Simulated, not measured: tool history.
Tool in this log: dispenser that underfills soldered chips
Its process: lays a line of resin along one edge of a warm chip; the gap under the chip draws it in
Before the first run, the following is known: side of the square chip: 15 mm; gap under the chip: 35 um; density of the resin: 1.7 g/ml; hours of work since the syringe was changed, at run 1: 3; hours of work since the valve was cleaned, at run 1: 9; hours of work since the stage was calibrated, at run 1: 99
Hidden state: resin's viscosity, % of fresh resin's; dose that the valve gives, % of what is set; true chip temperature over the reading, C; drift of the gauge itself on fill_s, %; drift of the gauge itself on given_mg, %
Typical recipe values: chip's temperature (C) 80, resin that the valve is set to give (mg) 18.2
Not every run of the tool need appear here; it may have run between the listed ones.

run   hour  chip's temperature (C)  resin that the valve is set to give (mg)  hours of work since the syringe was changed  hours of work since the valve was cleaned  hours of work since the stage was calibrated  time until the resin shows at the far edge (s)  resin that the valve gave (mg)
  1      0                      80                                      18.2                                            3                                          9                                            99                                           355.5                           18.13
  2    4.3                      89                                      18.2                                            7                                         12                                           102                                           329.4                           17.94
       6.6  -- new syringe of resin
  3   12.8                      80                                      20.6                                            5                                         18                                           108                                           371.4                           20.36
      17.4  -- new syringe of resin
  4   18.6                      80                                      18.2                                            1                                         22                                           112                                           282.3                              18
  5   24.7                      80                                      18.2                                            5                                         27                                           117                                           410.7                           17.86
      28.3  -- new syringe of resin
  6   33.2                      80                                      18.2                                            4                                         33                                           123                                           356.4                           17.86
        39  -- new syringe of resin
  7   40.2                      80                                      18.2                                            1                                         38                                           128                                           282.7                           17.64
  8   46.2                      80                                      18.2                                            5                                         43                                           132                                           413.1                            17.7
      49.6  -- new syringe of resin
  9   54.9                      80                                      18.2                                            4                                         49                                           138                                           367.5                           17.58
        60  -- new syringe of resin
 10     60                      87                                      18.2                                            0                                         52                                           142                                           206.3                           17.54
 11   64.1                      83                                      20.4                                            3                                         55                                           145                                           296.6                           19.66
 12   67.5                      80                                      20.2                                            6                                         58                                           147                                           416.3                           19.39
      70.9  -- new syringe of resin
 13   71.5                      71                                      20.1                                            0                                         61                                           150                                           378.3                           19.33
 14   75.3                      83                                      17.1                                            3                                         63                                           153                                           318.5                           16.29
 15   79.7                      81                                      19.3                                            7                                         67                                           156                                           438.6                           18.43
      81.6  -- new syringe of resin
 16     88                      81                                      19.3                                            5                                         73                                           162                                           371.6                           18.34
      92.3  -- new syringe of resin
 17   95.1                      89                                      18.3                                            2                                         78                                           167                                           224.9                           17.31
      96.6  -- dispensing valve cleaned and set on the balance
 18  100.9                      77                                      19.2                                            6                                          3                                           171                                           453.9                           19.17

5 ways to go on from here, each from the tool as it stands after run 18. What would each give?
     103.9  -- new syringe of resin
  A  105.7                      77                                      21.6                                            1                                          7                                           174                                               ?                               ?
     103.9  -- new syringe of resin
  B  105.7                      89                                      23.1                                            1                                          7                                           174                                               ?                               ?
     103.9  -- new syringe of resin
  C  105.7                      85                                      18.2                                            1                                          7                                           174                                               ?                               ?
     103.9  -- new syringe of resin
  D  105.7                      86                                      22.7                                            1                                          7                                           174                                               ?                               ?
     103.9  -- new syringe of resin
  E  105.7                      84                                      18.2                                            1                                          7                                           174                                               ?                               ?

run  time until the resin shows at the far edge (s)  resin that the valve gave (mg)
  A                                           320.5                           21.52
  B                                             202                           23.18
  C                                           246.8                            18.2
  D                                           222.4                           22.64
  E                                           250.5                           18.13
The same runs, with their run-to-run variation unchanged, on a tool lacking any hidden condition would have given:
run  time until the resin shows at the far edge (s)  resin that the valve gave (mg)
  A                                           299.7                           21.59
  B                                           188.3                           23.25
  C                                           230.2                           18.26
  D                                           207.5                           22.71
  E                                           233.7                           18.19
